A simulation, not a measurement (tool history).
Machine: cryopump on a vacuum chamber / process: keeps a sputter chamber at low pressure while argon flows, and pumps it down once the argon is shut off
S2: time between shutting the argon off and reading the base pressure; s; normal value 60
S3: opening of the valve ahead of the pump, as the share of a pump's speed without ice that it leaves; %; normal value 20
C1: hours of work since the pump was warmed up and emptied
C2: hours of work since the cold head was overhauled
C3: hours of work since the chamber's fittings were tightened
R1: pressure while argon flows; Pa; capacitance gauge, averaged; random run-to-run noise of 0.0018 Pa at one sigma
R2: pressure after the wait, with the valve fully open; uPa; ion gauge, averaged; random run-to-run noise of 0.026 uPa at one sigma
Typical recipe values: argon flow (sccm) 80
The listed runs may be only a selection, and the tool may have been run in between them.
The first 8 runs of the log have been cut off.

run 9 hour=173.4 | argon_flow_(sccm)=80 S2=28 S3=20 | C1=208 C2=208 C3=1607 | R1=0.4281 R2=3.40
run 10 hour=192.5 | argon_flow_(sccm)=80 S2=28 S3=20 | C1=216 C2=216 C3=1615 | R1=0.4289 R2=3.44
run 11 hour=220.4 | argon_flow_(sccm)=80 S2=28 S3=20 | C1=228 C2=228 C3=1627 | R1=0.4288 R2=3.34
run 12 hour=239.8 | argon_flow_(sccm)=80 S2=28 S3=20 | C1=236 C2=236 C3=1635 | R1=0.4295 R2=3.42
run 13 hour=255.0 | argon_flow_(sccm)=80 S2=60 S3=20 | C1=243 C2=243 C3=1641 | R1=0.4316 R2=2.31
run 14 hour=271.6 | argon_flow_(sccm)=80 S2=60 S3=20 | C1=250 C2=250 C3=1649 | R1=0.4311 R2=2.25
run 15 hour=288.9 | argon_flow_(sccm)=80 S2=60 S3=36 | C1=257 C2=257 C3=1656 | R1=0.2441 R2=2.42
run 16 hour=314.5 | argon_flow_(sccm)=80 S2=60 S3=36 | C1=268 C2=268 C3=1667 | R1=0.2436 R2=2.36
run 17 hour=342.8 | argon_flow_(sccm)=80 S2=60 S3=35 | C1=280 C2=280 C3=1679 | R1=0.2516 R2=2.35
run 18 hour=368.2 | argon_flow_(sccm)=80 S2=60 S3=35 | C1=291 C2=291 C3=1689 | R1=0.2526 R2=2.42
run 19 hour=383.6 | argon_flow_(sccm)=43 S2=23 S3=35 | C1=297 C2=297 C3=1696 | R1=0.1352 R2=3.89
run 20 hour=396.0 | argon_flow_(sccm)=76 S2=177 S3=49 | C1=302 C2=302 C3=1701 | R1=0.1746 R2=1.82
run 21 hour=411.4 | argon_flow_(sccm)=65 S2=60 S3=28 | C1=309 C2=309 C3=1708 | R1=0.2551 R2=2.43
run 22 hour=434.9 | argon_flow_(sccm)=65 S2=60 S3=28 | C1=319 C2=319 C3=1718 | R1=0.2531 R2=2.54
run 23 hour=455.9 | argon_flow_(sccm)=111 S2=24 S3=28 | C1=328 C2=328 C3=1727 | R1=0.4363 R2=3.85
run 24 hour=471.1 | argon_flow_(sccm)=111 S2=24 S3=28 | C1=334 C2=334 C3=1733 | R1=0.4399 R2=3.76
run 25 hour=496.2 | argon_flow_(sccm)=111 S2=24 S3=28 | C1=345 C2=345 C3=1744 | R1=0.4367 R2=3.95
run 26 hour=514.8 | argon_flow_(sccm)=111 S2=24 S3=25 | C1=353 C2=353 C3=1752 | R1=0.4878 R2=3.80
run 27 hour=533.1 | argon_flow_(sccm)=39 S2=24 S3=25 | C1=361 C2=361 C3=1759 | R1=0.1708 R2=3.87
run 28 hour=556.2 | argon_flow_(sccm)=39 S2=59 S3=35 | C1=370 C2=370 C3=1769 | R1=0.1257 R2=2.52
run 29 hour=577.9 | argon_flow_(sccm)=39 S2=59 S3=28 | C1=380 C2=380 C3=1778 | R1=0.1539 R2=2.55
run 30 hour=599.7 | argon_flow_(sccm)=39 S2=59 S3=28 | C1=389 C2=389 C3=1788 | R1=0.1536 R2=2.57
run 31 hour=622.1 | argon_flow_(sccm)=39 S2=59 S3=28 | C1=398 C2=398 C3=1797 | R1=0.1544 R2=2.54
run 32 hour=642.7 | argon_flow_(sccm)=80 S2=23 S3=20 | C1=407 C2=407 C3=1806 | R1=0.4382 R2=3.96
run 33 hour=658.3 | argon_flow_(sccm)=80 S2=43 S3=20 | C1=414 C2=414 C3=1812 | R1=0.4378 R2=2.99

4 options for the next run, each taken on its own from the tool as it stands now. Forecast them:
run A hour=670.0 | argon_flow_(sccm)=80 S2=107 S3=23 | C1=419 C2=419 C3=1817 | R1=? R2=?
run B hour=670.0 | argon_flow_(sccm)=154 S2=60 S3=45 | C1=419 C2=419 C3=1817 | R1=? R2=?
run C hour=670.0 | argon_flow_(sccm)=60 S2=171 S3=18 | C1=419 C2=419 C3=1817 | R1=? R2=?
run D hour=670.0 | argon_flow_(sccm)=90 S2=224 S3=20 | C1=419 C2=419 C3=1817 | R1=? R2=?

run=A R1=0.3821 R2=2.14
run=B R1=0.3962 R2=2.62
run=C R1=0.3636 R2=2.01
run=D R1=0.4926 R2=1.95
Take away the tool's hidden state, keep each run's random variation, and the runs would have read:
run=A R1=0.3627 R2=0.68
run=B R1=0.3587 R2=1.11
run=C R1=0.3490 R2=0.49
run=D R1=0.4707 R2=0.45
